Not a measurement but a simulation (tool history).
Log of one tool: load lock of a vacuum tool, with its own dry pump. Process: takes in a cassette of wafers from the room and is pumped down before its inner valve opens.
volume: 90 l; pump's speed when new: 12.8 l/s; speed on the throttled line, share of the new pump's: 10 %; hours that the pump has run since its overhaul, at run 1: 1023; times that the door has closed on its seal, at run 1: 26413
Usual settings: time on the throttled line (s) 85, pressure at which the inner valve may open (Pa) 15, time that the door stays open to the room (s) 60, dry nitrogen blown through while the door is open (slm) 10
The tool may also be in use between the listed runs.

run,hour,time on the throttled line (s),pressure at which the inner valve may open (Pa),time that the door stays open to the room (s),dry nitrogen blown through while the door is open (slm),hours that the pump has run since its overhaul,times that the door has closed on its seal,"incoming humidity of the room's air, %",time from the closed door until the inner valve may open (s),rise of the pressure with all valves shut (Pa/min)
1,0,85,15,60,10,1023,26413,44,139.8,0.044
2,263.8,85,15,60,10,1287,27362,44.5,138.6,0.044
3,468.1,85,15,60,10,1491,28097,44.3,138.3,0.035
4,656.2,85,15,60,10,1679,28775,47.3,138.7,0.045
5,874.1,85,15,60,15,1897,29559,44.1,138.8,0.03
6,1139.8,85,15,60,10,2163,30515,44.1,137.2,0.043
7,1404.8,85,18,60,10,2428,31469,44.7,138.1,0.04
8,1523.7,85,18,60,10,2547,31897,42.2,136.6,0.041
9,1712.6,85,18,60,10,2736,32577,43.3,136.1,0.042
10,1974.6,85,15,60,10,2998,33520,48.3,139.3,0.045
11,2185.6,85,15,26,10,3209,34279,42.2,138.9,0.025
12,2375.4,85,15,26,6,3398,34962,42.9,138.4,0.029
13,2548.9,85,15,26,6,3572,35587,44.8,139.5,0.026
14,2761.9,85,15,60,19,3785,36353,45.3,139.1,0.032
15,2927.8,85,15,60,19,3951,36951,46,140,0.035
# hour 3035.8: door's seal changed, seat wiped
16,3115.8,85,15,60,10,4137,288,44.7,138.5,0.043
17,3305.5,85,15,60,10,4327,971,49,137.9,0.04
18,3430.8,85,15,60,10,4452,1422,48.1,137.1,0.044
19,3605.8,85,15,60,10,4627,2052,47.3,139.4,0.042
20,3814.4,85,15,60,7,4836,2802,47.3,137.2,0.052
21,3949,85,15,56,6,4971,3287,45.9,137.9,0.04
22,4142.4,43,12,113,6,5164,3983,44.2,102.8,0.068
23,4328.8,98,16,54,4,5350,4654,46.7,151,0.053
24,4482.3,85,12,60,10,5504,5206,43.9,138.5,0.041
25,4628.6,85,12,60,8,5650,5733,45,138.9,0.04
26,4833.9,85,13,30,6,5856,6472,41.1,140.1,0.031
27,5014.8,85,21,137,10,6036,7123,48.6,135.1,0.081
28,5132.2,46,10,189,33,6154,7545,45.1,105.8,0.048
29,5335.6,46,10,189,33,6357,8278,46.4,105.9,0.06
30,5578.6,46,10,189,33,6600,9152,44.9,105.9,0.056
31,5814.6,46,10,189,33,6836,10001,44.2,107.6,0.058
32,5938.1,46,10,189,33,6960,10446,45.5,107.1,0.055
33,6140.4,85,20,130,5,7162,11174,44.8,136,0.086
34,6265.6,85,20,130,5,7287,11625,44.9,136.9,0.082
35,6456.4,85,11,212,23,7478,12312,45.6,140.8,0.075
36,6702.4,85,11,212,23,7724,13197,42.3,140.1,0.069

Measured less the same run without the tool's hidden state. The same run-to-run variation is in both; the gauge's scatter may not be:
The hidden state here: pump's speed, % of a new pump's; leak at the door's seal, Pa l/s; drift of the gauge itself on ready_s, %; drift of the gauge itself on rise_pa_min, %.
run,rise of the pressure with all valves shut (Pa/min)
1,+0.002
2,+0.001
3,+0.002
4,+0.001
5,+0.002
6,+0.002
7,+0.002
8,+0.002
9,+0.002
10,+0.002
11,+0.002
12,+0.003
13,+0.002
14,+0.002
15,+0.003
16,+0
17,+0
18,+0.001
19,+0
20,+0
21,+0
22,+0.001
23,+0
24,+0.001
25,+0
26,+0.001
27,+0
28,+0
29,+0.001
30,+0.001
31,+0
32,+0.001
33,+0
34,+0
35,+0
36,+0.001
time from the closed door until the inner valve may open (s): within 0.1 of the measured result in every run.
